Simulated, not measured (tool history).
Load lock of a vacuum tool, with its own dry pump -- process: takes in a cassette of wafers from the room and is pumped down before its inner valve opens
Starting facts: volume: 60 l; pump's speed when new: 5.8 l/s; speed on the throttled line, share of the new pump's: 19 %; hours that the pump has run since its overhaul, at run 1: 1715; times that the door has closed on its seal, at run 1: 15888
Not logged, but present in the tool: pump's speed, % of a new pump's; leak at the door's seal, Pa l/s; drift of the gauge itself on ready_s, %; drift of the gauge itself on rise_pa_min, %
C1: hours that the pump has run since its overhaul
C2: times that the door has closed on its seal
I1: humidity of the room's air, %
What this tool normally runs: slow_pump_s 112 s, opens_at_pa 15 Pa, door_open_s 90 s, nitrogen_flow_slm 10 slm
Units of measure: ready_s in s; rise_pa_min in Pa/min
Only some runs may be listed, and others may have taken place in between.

{"run": 1, "hour": 0.0, "slow_pump_s": 112, "opens_at_pa": 15, "door_open_s": 90, "nitrogen_flow_slm": 10, "C1": 1715, "C2": 15888, "I1": 48.7, "ready_s": 184.7, "rise_pa_min": 0.164}
{"run": 2, "hour": 351.3, "slow_pump_s": 112, "opens_at_pa": 15, "door_open_s": 90, "nitrogen_flow_slm": 10, "C1": 2066, "C2": 16306, "I1": 43.8, "ready_s": 184.9, "rise_pa_min": 0.171}
{"run": 3, "hour": 707.5, "slow_pump_s": 112, "opens_at_pa": 15, "door_open_s": 90, "nitrogen_flow_slm": 10, "C1": 2422, "C2": 16731, "I1": 44.6, "ready_s": 185.1, "rise_pa_min": 0.184}
{"run": 4, "hour": 978.2, "slow_pump_s": 112, "opens_at_pa": 15, "door_open_s": 68, "nitrogen_flow_slm": 10, "C1": 2693, "C2": 17054, "I1": 50.0, "ready_s": 185.7, "rise_pa_min": 0.185}
{"run": 5, "hour": 1352.0, "slow_pump_s": 112, "opens_at_pa": 15, "door_open_s": 90, "nitrogen_flow_slm": 10, "C1": 3067, "C2": 17499, "I1": 45.0, "ready_s": 185.8, "rise_pa_min": 0.187}
{"run": 6, "hour": 1644.2, "slow_pump_s": 112, "opens_at_pa": 15, "door_open_s": 90, "nitrogen_flow_slm": 10, "C1": 3359, "C2": 17847, "I1": 44.6, "ready_s": 186.1, "rise_pa_min": 0.189}
{"run": 7, "hour": 1821.4, "slow_pump_s": 112, "opens_at_pa": 15, "door_open_s": 90, "nitrogen_flow_slm": 10, "C1": 3536, "C2": 18058, "I1": 43.9, "ready_s": 186.1, "rise_pa_min": 0.195}
{"run": 8, "hour": 2195.3, "slow_pump_s": 112, "opens_at_pa": 15, "door_open_s": 90, "nitrogen_flow_slm": 10, "C1": 3910, "C2": 18504, "I1": 45.5, "ready_s": 187.8, "rise_pa_min": 0.203}
{"run": 9, "hour": 2594.7, "slow_pump_s": 112, "opens_at_pa": 15, "door_open_s": 90, "nitrogen_flow_slm": 10, "C1": 4309, "C2": 18980, "I1": 43.8, "ready_s": 187.2, "rise_pa_min": 0.213}
{"run": 10, "hour": 2778.7, "slow_pump_s": 112, "opens_at_pa": 15, "door_open_s": 90, "nitrogen_flow_slm": 10, "C1": 4493, "C2": 19199, "I1": 42.5, "ready_s": 186.8, "rise_pa_min": 0.21}
{"run": 11, "hour": 2949.0, "slow_pump_s": 112, "opens_at_pa": 15, "door_open_s": 90, "nitrogen_flow_slm": 10, "C1": 4664, "C2": 19402, "I1": 39.9, "ready_s": 188.1, "rise_pa_min": 0.219}
{"run": 12, "hour": 3124.3, "slow_pump_s": 112, "opens_at_pa": 15, "door_open_s": 90, "nitrogen_flow_slm": 10, "C1": 4839, "C2": 19611, "I1": 44.1, "ready_s": 187.0, "rise_pa_min": 0.222}
{"run": 13, "hour": 3369.2, "slow_pump_s": 112, "opens_at_pa": 29, "door_open_s": 90, "nitrogen_flow_slm": 10, "C1": 5084, "C2": 19903, "I1": 45.2, "ready_s": 181.0, "rise_pa_min": 0.231}
{"run": 14, "hour": 3703.0, "slow_pump_s": 112, "opens_at_pa": 15, "door_open_s": 90, "nitrogen_flow_slm": 31, "C1": 5418, "C2": 20300, "I1": 44.9, "ready_s": 190.1, "rise_pa_min": 0.231}
{"run": 15, "hour": 4071.2, "slow_pump_s": 112, "opens_at_pa": 15, "door_open_s": 90, "nitrogen_flow_slm": 31, "C1": 5786, "C2": 20739, "I1": 45.6, "ready_s": 188.1, "rise_pa_min": 0.231}
{"run": 16, "hour": 4330.9, "slow_pump_s": 112, "opens_at_pa": 15, "door_open_s": 90, "nitrogen_flow_slm": 10, "C1": 6046, "C2": 21049, "I1": 43.1, "ready_s": 189.1, "rise_pa_min": 0.244}
{"run": 17, "hour": 4748.3, "slow_pump_s": 112, "opens_at_pa": 15, "door_open_s": 90, "nitrogen_flow_slm": 10, "C1": 6463, "C2": 21546, "I1": 48.3, "ready_s": 189.2, "rise_pa_min": 0.258}
{"run": 18, "hour": 5135.0, "slow_pump_s": 112, "opens_at_pa": 15, "door_open_s": 90, "nitrogen_flow_slm": 13, "C1": 6850, "C2": 22007, "I1": 45.6, "ready_s": 190.3, "rise_pa_min": 0.262}
{"run": 19, "hour": 5428.5, "slow_pump_s": 112, "opens_at_pa": 15, "door_open_s": 116, "nitrogen_flow_slm": 10, "C1": 7143, "C2": 22357, "I1": 48.5, "ready_s": 191.2, "rise_pa_min": 0.273}
{"run": 20, "hour": 5794.1, "slow_pump_s": 112, "opens_at_pa": 21, "door_open_s": 116, "nitrogen_flow_slm": 5, "C1": 7509, "C2": 22792, "I1": 43.7, "ready_s": 186.4, "rise_pa_min": 0.28}
{"run": 21, "hour": 6145.1, "slow_pump_s": 175, "opens_at_pa": 15, "door_open_s": 209, "nitrogen_flow_slm": 13, "C1": 7860, "C2": 23211, "I1": 44.2, "ready_s": 240.0, "rise_pa_min": 0.295}
{"run": 22, "hour": 6458.8, "slow_pump_s": 62, "opens_at_pa": 15, "door_open_s": 90, "nitrogen_flow_slm": 10, "C1": 8173, "C2": 23584, "I1": 45.5, "ready_s": 152.1, "rise_pa_min": 0.291}
{"run": 23, "hour": 6654.6, "slow_pump_s": 76, "opens_at_pa": 15, "door_open_s": 99, "nitrogen_flow_slm": 21, "C1": 8369, "C2": 23818, "I1": 45.5, "ready_s": 162.4, "rise_pa_min": 0.28}
{"run": 24, "hour": 6923.1, "slow_pump_s": 65, "opens_at_pa": 27, "door_open_s": 51, "nitrogen_flow_slm": 6, "C1": 8638, "C2": 24138, "I1": 44.0, "ready_s": 147.7, "rise_pa_min": 0.299}
{"run": 25, "hour": 7253.3, "slow_pump_s": 100, "opens_at_pa": 27, "door_open_s": 124, "nitrogen_flow_slm": 6, "C1": 8968, "C2": 24531, "I1": 45.7, "ready_s": 176.7, "rise_pa_min": 0.306}
{"run": 26, "hour": 7564.2, "slow_pump_s": 216, "opens_at_pa": 15, "door_open_s": 124, "nitrogen_flow_slm": 6, "C1": 9279, "C2": 24902, "I1": 46.0, "ready_s": 274.6, "rise_pa_min": 0.316}
{"run": 27, "hour": 7759.6, "slow_pump_s": 216, "opens_at_pa": 10, "door_open_s": 134, "nitrogen_flow_slm": 12, "C1": 9474, "C2": 25134, "I1": 43.6, "ready_s": 278.1, "rise_pa_min": 0.323}
{"run": 28, "hour": 8005.6, "slow_pump_s": 139, "opens_at_pa": 19, "door_open_s": 194, "nitrogen_flow_slm": 31, "C1": 9720, "C2": 25428, "I1": 44.4, "ready_s": 212.3, "rise_pa_min": 0.322}
{"run": 29, "hour": 8289.5, "slow_pump_s": 82, "opens_at_pa": 17, "door_open_s": 194, "nitrogen_flow_slm": 12, "C1": 10004, "C2": 25766, "I1": 44.9, "ready_s": 168.2, "rise_pa_min": 0.335}
{"run": 30, "hour": 8649.1, "slow_pump_s": 82, "opens_at_pa": 17, "door_open_s": 194, "nitrogen_flow_slm": 12, "C1": 10364, "C2": 26194, "I1": 47.1, "ready_s": 169.7, "rise_pa_min": 0.337}
{"run": 31, "hour": 8891.7, "slow_pump_s": 65, "opens_at_pa": 24, "door_open_s": 194, "nitrogen_flow_slm": 26, "C1": 10606, "C2": 26484, "I1": 47.0, "ready_s": 152.0, "rise_pa_min": 0.342}
{"run": 32, "hour": 9129.2, "slow_pump_s": 112, "opens_at_pa": 15, "door_open_s": 90, "nitrogen_flow_slm": 23, "C1": 10844, "C2": 26767, "I1": 47.7, "ready_s": 194.3, "rise_pa_min": 0.345}
{"run": 33, "hour": 9345.3, "slow_pump_s": 104, "opens_at_pa": 29, "door_open_s": 62, "nitrogen_flow_slm": 9, "C1": 11060, "C2": 27024, "I1": 45.8, "ready_s": 179.6, "rise_pa_min": 0.358}
{"run": 34, "hour": 9588.6, "slow_pump_s": 104, "opens_at_pa": 29, "door_open_s": 62, "nitrogen_flow_slm": 9, "C1": 11303, "C2": 27314, "I1": 42.9, "ready_s": 180.6, "rise_pa_min": 0.347}
{"run": 35, "hour": 9762.9, "slow_pump_s": 146, "opens_at_pa": 15, "door_open_s": 125, "nitrogen_flow_slm": 10, "C1": 11478, "C2": 27522, "I1": 44.0, "ready_s": 220.3, "rise_pa_min": 0.365}
{"run": 36, "hour": 9972.9, "slow_pump_s": 146, "opens_at_pa": 15, "door_open_s": 125, "nitrogen_flow_slm": 10, "C1": 11688, "C2": 27772, "I1": 39.5, "ready_s": 221.2, "rise_pa_min": 0.358}
{"run": 37, "hour": 10317.9, "slow_pump_s": 146, "opens_at_pa": 15, "door_open_s": 125, "nitrogen_flow_slm": 10, "C1": 12033, "C2": 28183, "I1": 46.1, "ready_s": 223.3, "rise_pa_min": 0.387}
{"run": 38, "hour": 10690.2, "slow_pump_s": 112, "opens_at_pa": 15, "door_open_s": 107, "nitrogen_flow_slm": 10, "C1": 12405, "C2": 28627, "I1": 44.1, "ready_s": 195.5, "rise_pa_min": 0.394}

Predict each of these 3 candidate next runs independently; none follows another, all start after run 38:
{"run": "A", "hour": 10885.1, "slow_pump_s": 119, "opens_at_pa": 19, "door_open_s": 190, "nitrogen_flow_slm": 10, "C1": 12600, "C2": 28859, "I1": 47.9, "ready_s": "?", "rise_pa_min": "?"}
{"run": "B", "hour": 10885.1, "slow_pump_s": 112, "opens_at_pa": 15, "door_open_s": 107, "nitrogen_flow_slm": 24, "C1": 12600, "C2": 28859, "I1": 42.0, "ready_s": "?", "rise_pa_min": "?"}
{"run": "C", "hour": 10885.1, "slow_pump_s": 112, "opens_at_pa": 15, "door_open_s": 33, "nitrogen_flow_slm": 10, "C1": 12600, "C2": 28859, "I1": 44.9, "ready_s": "?", "rise_pa_min": "?"}

run=A ready_s=196.7 rise_pa_min=0.398
run=B ready_s=196.4 rise_pa_min=0.385
run=C ready_s=197.1 rise_pa_min=0.389
With the hidden condition removed and each run's random variation left untouched, the same runs would have given:
run=A ready_s=184.1 rise_pa_min=0.030
run=B ready_s=182.9 rise_pa_min=0.016
run=C ready_s=183.6 rise_pa_min=0.013
